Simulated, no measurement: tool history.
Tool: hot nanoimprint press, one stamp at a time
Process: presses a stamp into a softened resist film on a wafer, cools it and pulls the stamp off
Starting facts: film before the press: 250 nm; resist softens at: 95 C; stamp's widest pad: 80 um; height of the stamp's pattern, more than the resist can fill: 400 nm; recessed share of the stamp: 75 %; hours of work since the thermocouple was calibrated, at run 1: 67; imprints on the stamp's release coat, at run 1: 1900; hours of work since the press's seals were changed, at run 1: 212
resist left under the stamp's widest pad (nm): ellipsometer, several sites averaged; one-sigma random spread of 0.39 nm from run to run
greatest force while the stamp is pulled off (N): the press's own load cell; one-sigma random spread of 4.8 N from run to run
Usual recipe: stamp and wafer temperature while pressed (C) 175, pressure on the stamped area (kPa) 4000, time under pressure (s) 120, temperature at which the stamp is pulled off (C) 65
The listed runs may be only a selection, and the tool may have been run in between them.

run,hour,stamp and wafer temperature while pressed (C),pressure on the stamped area (kPa),time under pressure (s),temperature at which the stamp is pulled off (C),hours of work since the thermocouple was calibrated,imprints on the stamp's release coat,hours of work since the press's seals were changed,resist left under the stamp's widest pad (nm),greatest force while the stamp is pulled off (N)
1,0,175,4000,120,65,67,1900,212,112.2,241
# hour 37.6: stamp cleaned and given a new release coat
2,67.1,175,4000,120,65,107,128,252,111.1,235
3,100.4,175,4000,214,65,129,272,273,89.8,228
4,150.3,175,4000,120,65,161,488,306,111.7,227
5,182.6,175,4000,120,65,182,628,327,111.5,239
6,230.7,175,4000,120,67,213,836,358,112.4,229
7,268.8,175,4000,120,67,238,1001,383,111.8,234
8,320.5,175,4000,120,67,272,1225,416,110.9,230
9,374.9,175,4000,120,67,307,1461,451,111.3,230
10,410.3,175,4000,120,67,330,1614,474,111.3,226
# hour 440.8: plate thermocouple calibrated
11,445.7,175,4000,61,67,3,1755,495,140.6,233
12,474.2,175,4000,120,65,22,1878,514,110.9,237
# hour 515.6: stamp cleaned and given a new release coat
13,536.7,175,4000,110,58,58,92,551,113.9,250
14,599,175,4000,110,58,99,362,591,114.4,260
15,642.2,175,4000,110,58,127,549,619,114.9,248
16,685.5,175,4000,110,58,155,737,647,114.7,245
17,735.5,175,2970,120,70,187,953,680,125.6,221
18,768.7,180,4990,120,70,209,1097,701,86.1,214
19,820.3,180,4990,120,70,242,1321,735,86.4,228
20,869.2,175,6030,180,65,274,1532,767,76.3,240
21,918.8,175,5540,180,65,306,1747,799,80.2,238
22,956.1,186,5180,120,72,331,1909,823,71.1,218
# hour 987.2: stamp cleaned and given a new release coat
# hour 993.8: plate thermocouple calibrated
23,1015.2,176,4000,120,65,14,109,855,106.7,235
24,1058.4,176,4000,120,65,42,296,883,106.5,243

Difference, measured minus no-hidden-state, one row per run. Run-to-run variation is common to both terms; the gauge's own scatter need not be:
Hidden state present: true temperature over the reading, C; pressure that arrives at the usual setting, %; grip of the stamp's worn release coat, % over a new coat's; drift of the gauge itself on residual_nm, %; drift of the gauge itself on pull_off_n, %.
run,resist left under the stamp's widest pad (nm)
1,+0
2,-0.1
3,-0.1
4,-0.2
5,-0.3
6,-0.4
7,-0.5
8,-0.5
9,-0.7
10,-0.7
11,-1.3
12,-1
13,-1.2
14,-1.4
15,-1.5
16,-1.5
17,-1.8
18,-1.3
19,-1.3
20,-1.2
21,-1.4
22,-1.3
23,-2.2
24,-2.3
For greatest force while the stamp is pulled off (N), the value without the hidden state is never more than 4 from the measured value.

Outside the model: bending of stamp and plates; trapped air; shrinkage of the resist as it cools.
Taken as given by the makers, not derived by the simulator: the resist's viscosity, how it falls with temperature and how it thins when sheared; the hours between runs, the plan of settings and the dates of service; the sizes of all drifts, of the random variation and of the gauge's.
